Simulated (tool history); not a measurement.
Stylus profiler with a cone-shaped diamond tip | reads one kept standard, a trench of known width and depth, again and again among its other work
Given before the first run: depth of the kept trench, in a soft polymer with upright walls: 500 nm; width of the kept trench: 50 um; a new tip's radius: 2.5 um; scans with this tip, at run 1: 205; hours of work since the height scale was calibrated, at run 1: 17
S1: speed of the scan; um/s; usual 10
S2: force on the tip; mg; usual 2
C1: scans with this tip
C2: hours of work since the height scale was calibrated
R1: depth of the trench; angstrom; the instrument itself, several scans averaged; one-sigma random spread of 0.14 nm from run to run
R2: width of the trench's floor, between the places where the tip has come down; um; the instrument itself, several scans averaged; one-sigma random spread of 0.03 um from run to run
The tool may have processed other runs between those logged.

run,hour,S1,S2,C1,C2,R1,R2
1,0,10,2,205,17,5038.6,46.88
2,22.7,10,2,330,28,5041.8,46.87
3,37.1,10,2,410,35,5038.6,46.88
4,51.6,10,2,489,41,5039.9,46.86
5,72.2,10,2,603,51,5040,46.88
6,90.7,10,5.4,705,59,5078.6,46.85
7,102.6,10,5.4,770,65,5077.6,46.85
8,112.3,10,2,824,69,5040.2,46.81
9,133.6,10,2,941,79,5039.2,46.83
10,148.9,17,2,1025,86,5042.7,46.82
11,168.2,2,2,1132,95,5042.4,46.85
12,182.2,17,2.71,1209,102,5047.8,46.8
# hour 183.8: height scale calibrated on a step standard
13,196.2,17,4.17,1283,6,5064.3,46.78
14,217.9,12,1.15,1402,16,5029,46.75
15,234.1,4,2.81,1492,23,5050.5,46.77
16,257,3,2,1618,34,5042.7,46.74
17,268.1,26,1.26,1679,39,5031.8,46.73

What differs in the tool's unlogged condition from the final listed run ahead of each entry between runs to the first listed run following it?
After run 12, before run 13: height scale calibrated on a step standard (hour 183.8)
  radius of the tip, um: 2.77 -> 2.79; height scale over the true one, %: 0.05 -> 0.07
  measured less the result without the state, R1: +2.6 -> +3.6 angstrom; R2: -0.18 -> -0.18 um
